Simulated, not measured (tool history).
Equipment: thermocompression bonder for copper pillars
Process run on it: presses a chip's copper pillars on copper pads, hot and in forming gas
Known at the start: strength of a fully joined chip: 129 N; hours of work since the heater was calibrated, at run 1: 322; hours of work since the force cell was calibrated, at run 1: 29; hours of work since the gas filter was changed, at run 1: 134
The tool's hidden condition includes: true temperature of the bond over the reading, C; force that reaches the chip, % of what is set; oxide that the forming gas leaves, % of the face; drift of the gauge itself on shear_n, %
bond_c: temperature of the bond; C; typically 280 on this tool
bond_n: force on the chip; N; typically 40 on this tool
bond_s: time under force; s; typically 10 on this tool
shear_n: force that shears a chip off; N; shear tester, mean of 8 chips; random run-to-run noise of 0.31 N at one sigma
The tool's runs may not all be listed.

run,hour,bond_c,bond_n,bond_s,hours of work since the heater was calibrated,hours of work since the force cell was calibrated,hours of work since the gas filter was changed,shear_n
1,0.0,280,40,10,322,29,134,61.4
2,20.8,280,40,10,332,39,143,61.6
3,33.5,280,40,10,337,44,149,61.3
4,42.7,280,40,15,341,48,153,70.5
5,55.4,280,40,15,347,54,159,69.6
6,75.9,280,56,10,356,63,168,81.0
7,93.3,280,40,10,364,71,175,61.0
8,109.0,280,40,10,371,78,182,60.1
9,124.1,280,40,10,377,84,189,61.0
10,135.9,280,40,10,383,90,194,60.3
11,146.8,280,40,10,387,94,199,60.2
# hour 149.3: force cell calibrated
12,158.4,280,40,10,392,4,204,60.0
13,167.7,280,40,27,396,8,208,81.7
14,184.6,288,40,27,404,16,215,86.4
15,201.8,288,40,27,411,23,223,86.1
16,220.4,288,40,27,419,32,231,86.1
17,240.7,304,40,27,428,41,240,94.1
18,252.4,280,40,10,434,46,245,59.3
# hour 259.8: forming gas filter changed
# hour 272.0: force cell calibrated, once more
19,272.0,280,40,23,441,0,5,84.0
20,282.1,280,40,23,446,4,9,84.4
21,299.0,290,49,12,453,12,17,87.9
22,311.1,255,56,10,459,17,22,69.1
23,330.7,258,46,10,467,26,31,59.1
24,351.8,279,24,5,477,35,40,27.4
25,372.4,279,24,5,486,44,49,27.5
26,385.9,279,24,5,492,50,55,27.5
27,398.4,279,24,5,497,56,61,27.4
28,412.7,301,42,5,504,62,67,63.2
29,422.1,301,42,5,508,67,71,63.7
30,434.7,301,59,7,514,72,77,91.2
31,453.7,301,59,7,522,81,85,91.2
32,467.0,301,28,7,528,86,91,47.4
33,484.3,301,32,6,536,94,99,51.2
34,505.7,301,32,6,545,104,108,51.0
35,516.4,281,31,7,550,108,113,43.0
36,527.7,251,27,28,555,113,118,45.5
37,545.2,295,41,7,563,121,126,65.5
38,559.3,298,33,6,569,127,132,50.8
39,581.4,309,52,24,579,137,142,110.2

4 ways to go on from here, each from the tool as it stands after run 39. What would each give?
A,594.7,265,55,18,585,143,148,?
B,594.7,254,52,24,585,143,148,?
C,594.7,304,49,10,585,143,148,?
D,594.7,262,40,24,585,143,148,?

run,shear_n
A,85.1
B,81.4
C,88.5
D,70.7
With no hidden state in the tool, these same runs would have given:
run,shear_n
A,84.7
B,80.6
C,89.0
D,69.6
